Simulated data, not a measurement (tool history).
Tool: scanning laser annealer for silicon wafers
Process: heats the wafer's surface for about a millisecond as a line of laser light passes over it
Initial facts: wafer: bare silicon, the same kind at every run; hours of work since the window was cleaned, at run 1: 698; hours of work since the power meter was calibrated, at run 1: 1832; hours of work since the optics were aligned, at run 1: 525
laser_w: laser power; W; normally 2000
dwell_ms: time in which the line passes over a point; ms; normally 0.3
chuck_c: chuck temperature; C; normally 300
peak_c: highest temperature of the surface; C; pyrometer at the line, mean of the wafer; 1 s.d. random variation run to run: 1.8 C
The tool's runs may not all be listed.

| run | hour | laser_w | dwell_ms | chuck_c | hours of work since the window was cleaned | hours of work since the power meter was calibrated | hours of work since the optics were aligned | peak_c |
|---|---|---|---|---|---|---|---|---|
| 1 | 0 | 2000 | 0.3 | 300 | 698 | 1832 | 525 | 981 |
| 2 | 49.8 | 2186 | 0.3 | 300 | 737 | 1871 | 565 | 1058 |
| 3 | 93.1 | 2186 | 0.3 | 300 | 772 | 1906 | 599 | 1056 |
| 4 | 178.8 | 2186 | 0.3 | 300 | 840 | 1974 | 667 | 1051 |
|  | 188.3 | window over the wafer cleaned |
| 5 | 266.5 | 2186 | 0.3 | 300 | 62 | 2042 | 735 | 1086 |
| 6 | 354.8 | 2186 | 0.3 | 300 | 133 | 2112 | 806 | 1080 |
| 7 | 435.7 | 2186 | 0.3 | 300 | 197 | 2177 | 870 | 1073 |
| 8 | 514.2 | 2186 | 0.3 | 300 | 259 | 2239 | 933 | 1074 |
| 9 | 598.6 | 2186 | 0.3 | 300 | 327 | 2306 | 1000 | 1064 |
| 10 | 665.8 | 1927 | 0.3 | 300 | 380 | 2360 | 1053 | 954 |
| 11 | 732.4 | 1927 | 0.212 | 300 | 433 | 2413 | 1106 | 840 |
| 12 | 819.7 | 1788 | 0.3 | 300 | 503 | 2482 | 1176 | 891 |
| 13 | 906.4 | 1788 | 0.3 | 300 | 572 | 2551 | 1245 | 891 |
|  | 923.1 | optics aligned, line set to its width |
| 14 | 973 | 1788 | 0.3 | 300 | 621 | 2600 | 40 | 895 |
| 15 | 1017.1 | 2000 | 0.3 | 300 | 656 | 2636 | 75 | 982 |
| 16 | 1101.3 | 2000 | 0.3 | 300 | 723 | 2703 | 142 | 981 |
| 17 | 1184.5 | 2000 | 0.3 | 300 | 789 | 2769 | 208 | 979 |
| 18 | 1232.5 | 1788 | 0.3 | 300 | 827 | 2807 | 246 | 886 |
|  | 1259.2 | window over the wafer cleaned |
| 19 | 1295.9 | 1788 | 0.3 | 300 | 29 | 2856 | 295 | 914 |
| 20 | 1363.8 | 1788 | 0.302 | 300 | 83 | 2910 | 349 | 916 |
| 21 | 1424.6 | 1788 | 0.302 | 300 | 132 | 2958 | 398 | 912 |
| 22 | 1496.2 | 1788 | 0.302 | 300 | 189 | 3015 | 455 | 910 |
| 23 | 1563.5 | 1788 | 0.302 | 300 | 242 | 3069 | 508 | 909 |
| 24 | 1660.2 | 1920 | 0.319 | 261 | 319 | 3146 | 585 | 944 |
| 25 | 1710.4 | 1920 | 0.319 | 261 | 359 | 3186 | 625 | 937 |
| 26 | 1786.8 | 1920 | 0.319 | 284 | 420 | 3247 | 686 | 960 |
| 27 | 1843.4 | 1920 | 0.319 | 284 | 465 | 3292 | 731 | 954 |
| 28 | 1908.3 | 1920 | 0.319 | 284 | 517 | 3343 | 783 | 955 |
| 29 | 1999.9 | 1920 | 0.319 | 284 | 590 | 3416 | 856 | 949 |
| 30 | 2051.8 | 1920 | 0.296 | 284 | 631 | 3458 | 897 | 921 |
| 31 | 2096.9 | 1874 | 0.3 | 336 | 667 | 3494 | 933 | 962 |
| 32 | 2139.7 | 1811 | 0.276 | 300 | 701 | 3528 | 967 | 871 |
| 33 | 2221.2 | 1850 | 0.312 | 274 | 766 | 3593 | 1032 | 895 |
| 34 | 2261.1 | 2000 | 0.238 | 312 | 798 | 3624 | 1064 | 899 |
|  | 2322.6 | window over the wafer cleaned |
| 35 | 2356.9 | 1899 | 0.352 | 262 | 27 | 3699 | 1138 | 973 |
| 36 | 2451.2 | 1762 | 0.37 | 262 | 102 | 3774 | 1213 | 923 |
|  | 2510.5 | optics aligned, line set to its width |
| 37 | 2522 | 2019 | 0.298 | 300 | 155 | 3826 | 9 | 1009 |
| 38 | 2577.3 | 2019 | 0.298 | 300 | 199 | 3870 | 53 | 1005 |
| 39 | 2640.6 | 1723 | 0.28 | 327 | 249 | 3921 | 104 | 887 |
| 40 | 2729.9 | 1856 | 0.264 | 274 | 320 | 3992 | 175 | 862 |
| 41 | 2796.3 | 1856 | 0.264 | 274 | 373 | 4045 | 228 | 859 |

Hidden state or all else? Some run-to-run changes of peak_c, split into what the settings, what came in and random variation would give without the hidden state, and what is left for the hidden state (with any gauge scatter that isn't in both results):
Hidden state present: light that passes the window, % of a clean one's; laser's true power over the reading, %; width of the line over the set one, %; drift of the gauge itself on peak_c, C.
Run 4 -> 5: window over the wafer cleaned. peak_c +35 C: hidden state +33, all else +2.
Run 9 -> 10: laser_w 2186 -> 1927. peak_c -110 C: hidden state +2, all else -112.
Run 10 -> 11: dwell_ms 0.3 -> 0.212. peak_c -114 C: hidden state +3, all else -117.
Run 18 -> 19: window over the wafer cleaned. peak_c +28 C: hidden state +27, all else +1.
Run 34 -> 35: laser_w 2000 -> 1899, dwell_ms 0.238 -> 0.352, chuck_c 312 -> 262, window over the wafer cleaned. peak_c +74 C: hidden state +22, all else +52.
Run 38 -> 39: laser_w 2019 -> 1723, dwell_ms 0.298 -> 0.28, chuck_c 300 -> 327. peak_c -118 C: hidden state +1, all else -119.
